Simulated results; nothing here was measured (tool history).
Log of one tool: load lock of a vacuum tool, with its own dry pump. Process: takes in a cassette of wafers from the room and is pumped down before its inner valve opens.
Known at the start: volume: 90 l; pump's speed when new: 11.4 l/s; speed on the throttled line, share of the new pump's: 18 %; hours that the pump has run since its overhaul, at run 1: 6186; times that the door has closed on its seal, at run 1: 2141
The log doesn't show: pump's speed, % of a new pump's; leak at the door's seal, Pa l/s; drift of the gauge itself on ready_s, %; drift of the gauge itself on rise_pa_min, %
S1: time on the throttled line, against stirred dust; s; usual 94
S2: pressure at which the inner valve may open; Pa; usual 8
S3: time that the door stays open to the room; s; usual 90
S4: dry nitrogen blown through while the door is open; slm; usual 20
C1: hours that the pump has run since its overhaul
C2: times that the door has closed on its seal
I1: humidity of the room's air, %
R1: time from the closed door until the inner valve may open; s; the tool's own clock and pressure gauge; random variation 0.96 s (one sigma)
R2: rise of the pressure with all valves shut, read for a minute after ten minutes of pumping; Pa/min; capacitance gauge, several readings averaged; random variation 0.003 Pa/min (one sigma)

run,hour,S1,S2,S3,S4,C1,C2,I1,R1,R2
1,0,94,8,90,20,6186,2141,43.4,162.5,0.025
2,110.2,94,8,90,20,6296,2658,45.6,161.8,0.027
3,218.4,94,8,90,20,6404,3165,43.1,163.9,0.03
4,321.5,94,8,90,20,6507,3648,46.7,161.6,0.028
5,425.2,94,8,90,20,6611,4135,45.8,162.4,0.027
6,492.9,94,8,90,20,6679,4452,49.6,161.3,0.038
7,614.8,94,8,90,20,6800,5023,46.1,165.9,0.037
8,671,110,8,90,20,6857,5287,45,174.1,0.038
9,721.7,110,8,90,20,6907,5524,44.6,175,0.039
10,820.7,94,8,90,20,7006,5988,46.4,163.3,0.039
11,935.2,94,8,90,16,7121,6525,44.9,164.1,0.036
12,986.4,94,8,90,16,7172,6765,44.3,164.8,0.042
13,1070.4,94,8,90,20,7256,7159,42.3,163.2,0.041
14,1127.2,94,8,90,20,7313,7425,45.7,165.8,0.044
15,1229.1,94,8,90,20,7415,7902,44.6,165.3,0.045
16,1336.7,94,8,90,20,7522,8407,44.2,166.2,0.042
17,1409.4,94,8,90,20,7595,8748,45.5,163,0.052
18,1502.1,94,8,90,20,7688,9182,47.4,165.8,0.048
19,1604.2,94,8,90,20,7790,9661,44,162.7,0.047
20,1722.9,94,8,90,20,7908,10217,49.5,166.3,0.054
21,1845.9,178,7,164,20,8032,10794,48.5,233.1,0.07
22,1937,100,14,28,17,8123,11220,46.3,163.2,0.045
23,2057,74,15,72,7,8243,11783,46.1,144.2,0.06
24,2133.6,54,8,90,8,8319,12142,44.5,136.4,0.068
25,2190.3,54,8,90,8,8376,12408,46.1,136.8,0.066
26,2314.4,54,13,123,11,8500,12989,49.2,131.9,0.074
27,2403.8,54,13,123,11,8589,13409,43.2,131.7,0.069
28,2498.1,55,8,41,42,8684,13851,43.9,137.9,0.055
29,2595.7,94,8,31,37,8781,14308,41.4,168.3,0.058
30,2693.3,76,8,94,37,8879,14766,46.2,153.1,0.062
31,2796.6,130,8,86,37,8982,15250,42.9,195.1,0.066
32,2905,130,8,86,37,9091,15758,44.7,198.2,0.073
33,2957.1,163,8,26,20,9143,16002,45.6,221.9,0.06
34,3014.3,163,8,26,20,9200,16270,48.5,222.4,0.067
35,3084.6,163,8,215,20,9270,16600,42.4,221.7,0.098
36,3136.5,94,8,136,9,9322,16843,46.3,169,0.103
37,3244.9,94,6,66,8,9430,17351,48,173.4,0.086
38,3336.1,123,7,164,32,9522,17779,45.4,191.4,0.094

3 ways to go on from here, each from the tool as it stands after run 38. What would each give?
A,3412.4,143,7,34,32,9598,18136,44.4,?,?
B,3412.4,94,8,90,16,9598,18136,48.6,?,?
C,3412.4,130,7,164,38,9598,18136,47,?,?

run,R1,R2
A,210,0.079
B,171.1,0.089
C,197.6,0.089
Without the tool's hidden state the same runs would have given:
run,R1,R2
A,194.5,0.013
B,152.9,0.023
C,181.3,0.024
